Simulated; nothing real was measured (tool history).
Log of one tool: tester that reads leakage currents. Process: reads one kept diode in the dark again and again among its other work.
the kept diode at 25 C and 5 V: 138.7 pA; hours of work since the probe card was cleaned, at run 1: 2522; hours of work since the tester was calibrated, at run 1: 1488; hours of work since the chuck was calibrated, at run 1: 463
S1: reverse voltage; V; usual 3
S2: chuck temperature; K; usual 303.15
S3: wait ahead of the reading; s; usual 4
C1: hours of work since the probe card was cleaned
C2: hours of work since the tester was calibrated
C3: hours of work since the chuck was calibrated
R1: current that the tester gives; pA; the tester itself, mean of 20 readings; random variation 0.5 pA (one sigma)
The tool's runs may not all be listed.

run 1 day=0 | S1=3 S2=303.15 S3=4 | C1=2522 C2=1488 C3=463 | R1=165.54
run 2 day=8.562 | S1=1.37 S2=303.15 S3=4 | C1=2623 C2=1589 C3=564 | R1=118.85
run 3 day=15.092 | S1=3 S2=303.15 S3=4 | C1=2700 C2=1666 C3=641 | R1=165.75
run 4 day=23.975 | S1=3 S2=303.15 S3=2.78 | C1=2805 C2=1771 C3=746 | R1=165.03
run 5 day=32.575 | S1=19.79 S2=303.15 S3=4 | C1=2907 C2=1873 C3=848 | R1=364.02
-- day=34.788 probe card cleaned and baked
run 6 day=39.738 | S1=19.79 S2=303.15 S3=4 | C1=59 C2=1956 C3=931 | R1=364.29
run 7 day=43.838 | S1=3 S2=320.15 S3=4 | C1=107 C2=2004 C3=979 | R1=568.2
run 8 day=50.362 | S1=8.2 S2=303.15 S3=4 | C1=184 C2=2081 C3=1057 | R1=250.52
run 9 day=59.025 | S1=8.2 S2=303.15 S3=4 | C1=286 C2=2184 C3=1159 | R1=252.96
run 10 day=66.488 | S1=8.2 S2=303.15 S3=4 | C1=375 C2=2272 C3=1247 | R1=252.2
run 11 day=75.212 | S1=8.2 S2=303.15 S3=2.26 | C1=478 C2=2375 C3=1350 | R1=253.44
run 12 day=83.783 | S1=8.2 S2=303.15 S3=2.26 | C1=579 C2=2476 C3=1452 | R1=253.15
run 13 day=90.604 | S1=19.04 S2=303.15 S3=2.76 | C1=660 C2=2557 C3=1532 | R1=358.92
-- day=97.283 chuck's temperature calibrated
run 14 day=97.8 | S1=3 S2=301.15 S3=4 | C1=744 C2=2641 C3=6 | R1=142.22
run 15 day=101.912 | S1=3 S2=298.15 S3=4 | C1=792 C2=2690 C3=55 | R1=112.85
run 16 day=111.262 | S1=3.13 S2=295.15 S3=0.41 | C1=903 C2=2800 C3=165 | R1=91.21
run 17 day=116.946 | S1=3 S2=332.15 S3=1.63 | C1=970 C2=2867 C3=232 | R1=1257.03
run 18 day=122.729 | S1=3.48 S2=332.15 S3=4.83 | C1=1038 C2=2936 C3=301 | R1=1335.21
run 19 day=128.842 | S1=3.48 S2=332.15 S3=4.83 | C1=1111 C2=3008 C3=373 | R1=1337.86
run 20 day=136.575 | S1=3.48 S2=332.15 S3=4.83 | C1=1202 C2=3099 C3=464 | R1=1340.54
run 21 day=143.75 | S1=3 S2=303.15 S3=2.89 | C1=1287 C2=3184 C3=549 | R1=166.14
run 22 day=149.042 | S1=3 S2=303.15 S3=2.89 | C1=1349 C2=3247 C3=612 | R1=165.87

How the hidden state differs across the entries between the runs, from the last listed run before each to the first after it:
Between runs 5 and 6: probe card cleaned and baked (day 34.788)
  stray current of the dirty probe card, pA a volt: 0.031 -> 0.02
  measured less the result without the state, R1: -0.06 -> -0.28 pA
Between runs 13 and 14: chuck's temperature calibrated (day 97.283)
  true chuck temperature over the reading, C: -0.01 -> 0
  measured less the result without the state, R1: -0.41 -> -0.03 pA

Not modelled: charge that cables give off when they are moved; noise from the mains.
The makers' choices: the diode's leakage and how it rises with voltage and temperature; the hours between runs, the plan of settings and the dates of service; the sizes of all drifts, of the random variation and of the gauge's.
